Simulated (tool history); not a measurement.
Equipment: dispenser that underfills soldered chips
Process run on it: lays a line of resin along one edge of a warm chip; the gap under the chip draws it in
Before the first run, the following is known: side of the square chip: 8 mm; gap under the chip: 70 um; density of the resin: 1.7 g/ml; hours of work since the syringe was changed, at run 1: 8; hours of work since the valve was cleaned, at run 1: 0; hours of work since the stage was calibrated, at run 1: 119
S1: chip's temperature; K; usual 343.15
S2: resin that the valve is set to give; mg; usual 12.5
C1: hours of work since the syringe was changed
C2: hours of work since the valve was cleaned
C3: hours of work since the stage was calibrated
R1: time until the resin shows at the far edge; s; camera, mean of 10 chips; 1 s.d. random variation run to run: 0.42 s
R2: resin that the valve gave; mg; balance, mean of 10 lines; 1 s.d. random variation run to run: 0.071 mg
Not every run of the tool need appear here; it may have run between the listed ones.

Run 1, day 0: usual settings; C1 8; C2 0; C3 119. Result: R1 60.1 s, R2 12.48 mg.
At day 0.05: new syringe of resin.
Run 2, day 0.383: usual settings; C1 5; C2 5; C3 124. Result: R1 46.6 s, R2 12.37 mg.
At day 0.633: new syringe of resin.
Run 3, day 0.658: usual settings; C1 0; C2 9; C3 128. Result: R1 31.3 s, R2 12.43 mg.
Run 4, day 0.95: usual settings but S1 355.15 K; C1 5; C2 13; C3 132. Result: R1 29.9 s, R2 12.35 mg.
At day 1.208: new syringe of resin.
Run 5, day 1.3: usual settings but S2 15.1 mg; C1 1; C2 18; C3 137. Result: R1 33.3 s, R2 14.87 mg.
Run 6, day 1.658: usual settings; C1 7; C2 23; C3 142. Result: R1 52.9 s, R2 12.2 mg.
At day 1.775: new syringe of resin.
Run 7, day 2.033: usual settings but S1 351.15 K; C1 4; C2 29; C3 148. Result: R1 32.4 s, R2 12.31 mg.
At day 2.333: new syringe of resin.
Run 8, day 2.558: usual settings but S1 332.15 K, S2 14.6 mg; C1 3; C2 36; C3 155. Result: R1 60.4 s, R2 14.27 mg.
At day 2.912: new syringe of resin.
Run 9, day 3.05: usual settings but S1 348.15 K, S2 13.7 mg; C1 2; C2 43; C3 162. Result: R1 30 s, R2 13.21 mg.
Run 10, day 3.321: usual settings but S1 337.15 K, S2 13.3 mg; C1 6; C2 47; C3 166. Result: R1 63 s, R2 12.76 mg.
At day 3.475: new syringe of resin.
Run 11, day 3.571: usual settings but S1 337.15 K, S2 13.3 mg; C1 1; C2 50; C3 169. Result: R1 42.7 s, R2 12.77 mg.
Run 12, day 3.883: usual settings but S1 334.15 K, S2 15.6 mg; C1 6; C2 55; C3 174. Result: R1 71.2 s, R2 14.99 mg.
At day 4.033: new syringe of resin.
Run 13, day 4.162: usual settings but S1 334.15 K, S2 15.6 mg; C1 2; C2 59; C3 178. Result: R1 48.9 s, R2 14.85 mg.
Run 14, day 4.562: usual settings but S1 328.15 K, S2 12.1 mg; C1 8; C2 64; C3 183. Result: R1 104 s, R2 11.6 mg.

Measured result minus the same run's result without the hidden state. Both carry the same run-to-run variation, though not necessarily the same gauge scatter:
The hidden state here: resin's viscosity, % of fresh resin's; dose that the valve gives, % of what is set; true chip temperature over the reading, C; drift of the gauge itself on fill_s, %; drift of the gauge itself on given_mg, %.
run     R1     R2
  1  +30.7  -0.02
  2    +17  -0.07
  3   +2.2   -0.1
  4  +10.6  -0.14
  5   +4.7  -0.23
  6    +24  -0.24
  7    +10   -0.3
  8  +17.3  -0.42
  9   +5.7  -0.46
 10  +26.7  -0.49
 11   +6.7  -0.52
 12  +30.4  -0.66
 13   +9.3  -0.71
 14  +53.2  -0.61
